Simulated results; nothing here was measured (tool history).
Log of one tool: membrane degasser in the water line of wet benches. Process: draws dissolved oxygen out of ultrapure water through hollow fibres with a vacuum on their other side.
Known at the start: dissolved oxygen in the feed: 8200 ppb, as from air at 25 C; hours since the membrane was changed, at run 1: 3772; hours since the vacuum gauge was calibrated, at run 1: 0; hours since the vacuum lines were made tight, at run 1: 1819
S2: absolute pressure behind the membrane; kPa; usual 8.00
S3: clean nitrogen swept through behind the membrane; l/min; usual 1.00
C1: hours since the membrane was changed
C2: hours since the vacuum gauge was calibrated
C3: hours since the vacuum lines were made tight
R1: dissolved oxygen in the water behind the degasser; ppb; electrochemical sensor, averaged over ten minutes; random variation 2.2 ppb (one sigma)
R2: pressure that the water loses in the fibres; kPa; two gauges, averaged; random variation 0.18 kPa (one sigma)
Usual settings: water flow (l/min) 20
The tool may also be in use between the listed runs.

Run 1, day 0.000: usual settings; C1 3772; C2 0; C3 1819. Result: R1 214.7 ppb, R2 31.76 kPa.
Run 2, day 4.092: usual settings; C1 3871; C2 98; C3 1917. Result: R1 214.2 ppb, R2 31.73 kPa.
Run 3, day 5.838: usual settings; C1 3912; C2 140; C3 1959. Result: R1 214.6 ppb, R2 31.80 kPa.
Run 4, day 9.688: usual settings; C1 4005; C2 233; C3 2052. Result: R1 216.2 ppb, R2 31.59 kPa.
Run 5, day 14.025: usual settings; C1 4109; C2 337; C3 2156. Result: R1 218.9 ppb, R2 31.83 kPa.
Run 6, day 17.242: usual settings; C1 4186; C2 414; C3 2233. Result: R1 214.0 ppb, R2 31.52 kPa.
Run 7, day 20.279: usual settings; C1 4259; C2 487; C3 2306. Result: R1 214.3 ppb, R2 31.61 kPa.
Run 8, day 23.296: usual settings; C1 4331; C2 559; C3 2378. Result: R1 214.2 ppb, R2 31.86 kPa.
Run 9, day 27.275: usual settings; C1 4427; C2 655; C3 2474. Result: R1 217.8 ppb, R2 31.72 kPa.
Run 10, day 30.621: usual settings but water flow (l/min) 30; C1 4507; C2 735; C3 2554. Result: R1 335.9 ppb, R2 47.92 kPa.
Run 11, day 34.508: usual settings but water flow (l/min) 30; C1 4601; C2 828; C3 2647. Result: R1 333.5 ppb, R2 47.48 kPa.
At day 34.808: vacuum gauge calibrated.
Run 12, day 36.975: usual settings but water flow (l/min) 30; C1 4659; C2 52; C3 2706. Result: R1 330.0 ppb, R2 48.13 kPa.
Run 13, day 39.762: usual settings but water flow (l/min) 30; C1 4726; C2 119; C3 2773. Result: R1 338.8 ppb, R2 47.87 kPa.
Run 14, day 41.842: usual settings but S2 4.96 kPa, S3 1.95 l/min; C1 4776; C2 169; C3 2823. Result: R1 47.1 ppb, R2 31.71 kPa.
Run 15, day 45.975: usual settings but S2 6.62 kPa; C1 4875; C2 268; C3 2922. Result: R1 158.5 ppb, R2 31.97 kPa.
Run 16, day 50.008: usual settings but S2 6.62 kPa; C1 4972; C2 365; C3 3019. Result: R1 154.1 ppb, R2 31.97 kPa.
Run 17, day 52.142: usual settings but S2 6.62 kPa; C1 5023; C2 416; C3 3070. Result: R1 159.4 ppb, R2 31.89 kPa.
Run 18, day 53.896: usual settings but water flow (l/min) 25, S2 14.67 kPa, S3 0.67 l/min; C1 5065; C2 458; C3 3112. Result: R1 829.8 ppb, R2 39.82 kPa.

Forecast run 19:
At day 56.004: vacuum gauge calibrated, once more.
Run 19, day 56.050: usual settings but water flow (l/min) 25, S2 5.17 kPa, S3 2.00 l/min; C1 5117; C2 1; C3 3163. Result: R1 ?, R2 ?.

Run 19 gave R1 77.2 ppb, R2 39.87 kPa.
Without the tool's hidden state the same run would have given R1 73.2 ppb, R2 39.00 kPa.

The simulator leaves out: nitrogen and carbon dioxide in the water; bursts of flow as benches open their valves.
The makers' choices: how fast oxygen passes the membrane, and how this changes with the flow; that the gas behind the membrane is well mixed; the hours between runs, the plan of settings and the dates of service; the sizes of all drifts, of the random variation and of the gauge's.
